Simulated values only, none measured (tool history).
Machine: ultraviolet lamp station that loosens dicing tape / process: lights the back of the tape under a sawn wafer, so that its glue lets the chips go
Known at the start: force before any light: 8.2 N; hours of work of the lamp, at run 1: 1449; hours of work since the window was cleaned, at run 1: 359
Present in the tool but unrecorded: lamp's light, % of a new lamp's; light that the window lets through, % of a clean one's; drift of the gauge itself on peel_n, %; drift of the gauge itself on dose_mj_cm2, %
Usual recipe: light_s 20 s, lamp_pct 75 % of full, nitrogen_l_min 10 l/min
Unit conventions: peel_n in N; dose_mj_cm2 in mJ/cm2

run,hour,light_s,lamp_pct,nitrogen_l_min,hours of work of the lamp,hours of work since the window was cleaned,peel_n,dose_mj_cm2
1,0,20,75,10,1449,359,1.199,130
2,48.3,20,75,10,1479,388,1.237,131
3,94.2,20,75,10,1506,416,1.208,128
# hour 156.6: window cleaned of glue's vapour
4,178.8,20,75,10,1557,13,1.38,121
5,227.1,20,75,10,1586,43,1.424,122
6,317.3,11,75,10,1641,97,3.16,62
7,358.3,11,75,10,1666,122,3.399,63
8,433.5,20,75,10,1711,167,1.654,109
9,482.1,14,79,12,1740,197,2.332,80
10,525.2,14,79,12,1766,223,2.357,79
# hour 547.5: window cleaned of glue's vapour, once more
11,565.6,20,75,6,1790,11,1.391,139
12,639.7,12,100,17,1835,56,1.271,106
# hour 717.3: lamp changed
13,717.3,11,75,6,0,102,2.32,102
14,757.3,13,85,13,24,126,1.046,133

Run 15 is up next; what results do you expect?
15,839.3,13,85,13,74,176,?,?

Run 15 gave peel_n 1.064 N, dose_mj_cm2 127 mJ/cm2.
Take away the tool's hidden state, keep the run-to-run variation as it was, and the same run would have given peel_n 0.88 N, dose_mj_cm2 140 mJ/cm2.
